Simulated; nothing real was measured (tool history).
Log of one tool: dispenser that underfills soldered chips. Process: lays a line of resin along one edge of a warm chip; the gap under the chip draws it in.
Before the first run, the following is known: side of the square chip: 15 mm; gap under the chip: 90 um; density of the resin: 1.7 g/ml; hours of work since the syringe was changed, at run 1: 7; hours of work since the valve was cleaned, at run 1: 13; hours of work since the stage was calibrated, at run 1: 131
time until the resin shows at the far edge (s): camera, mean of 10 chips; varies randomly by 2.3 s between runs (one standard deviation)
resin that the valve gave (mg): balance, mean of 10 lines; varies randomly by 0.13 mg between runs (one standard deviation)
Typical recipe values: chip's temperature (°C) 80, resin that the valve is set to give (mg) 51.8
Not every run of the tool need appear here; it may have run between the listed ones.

run,hour,chip's temperature (°C),resin that the valve is set to give (mg),hours of work since the syringe was changed,hours of work since the valve was cleaned,hours of work since the stage was calibrated,time until the resin shows at the far edge (s),resin that the valve gave (mg)
1,0,80,51.8,7,13,131,426.2,51.33
# hour 5.6: new syringe of resin
2,7.4,80,51.8,1,18,137,260.3,51.13
3,15.3,80,51.8,7,25,143,423.7,51.32
4,19.9,80,65.9,11,28,147,560.1,65.01
# hour 20.7: new syringe of resin
5,25.8,80,65.9,4,32,151,309.2,64.64
6,31.4,75,51.8,8,37,155,528.2,50.76
# hour 35.6: new syringe of resin
7,35.6,75,51.8,0,40,158,284.8,50.53
8,40.4,80,45.3,4,43,162,317.6,44.09
9,45.4,80,45.3,8,47,166,451.5,43.94
# hour 50.6: new syringe of resin
10,50.6,80,51.3,0,51,170,237.5,49.9
11,55.6,82,51.8,4,55,174,304.1,50.06
# hour 58.7: dispensing valve cleaned and set on the balance
12,62.8,82,66.3,9,3,178,434.7,66.49
# hour 66.9: new syringe of resin
13,67.9,82,66.3,1,7,182,232.3,66.37
14,74.5,80,51.8,6,12,187,389.3,51.9
15,78.3,74,57,9,15,190,596.1,56.62
# hour 82.2: new syringe of resin
16,86.8,67,51.1,4,21,196,504.6,50.67
17,93.5,70,44.1,9,26,202,692.7,43.45
# hour 97.1: new syringe of resin
18,102,70,44.1,4,33,208,473.5,43.37

Predict the results of run 19:
19,108.8,84,46.7,9,38,213,?,?

time until the resin shows at the far edge (s): 446.2
resin that the valve gave (mg): 45.56
Take away the tool's hidden state, keep the run-to-run variation as it was, and the same run would have given time until the resin shows at the far edge (s) 207.5, resin that the valve gave (mg) 46.53.
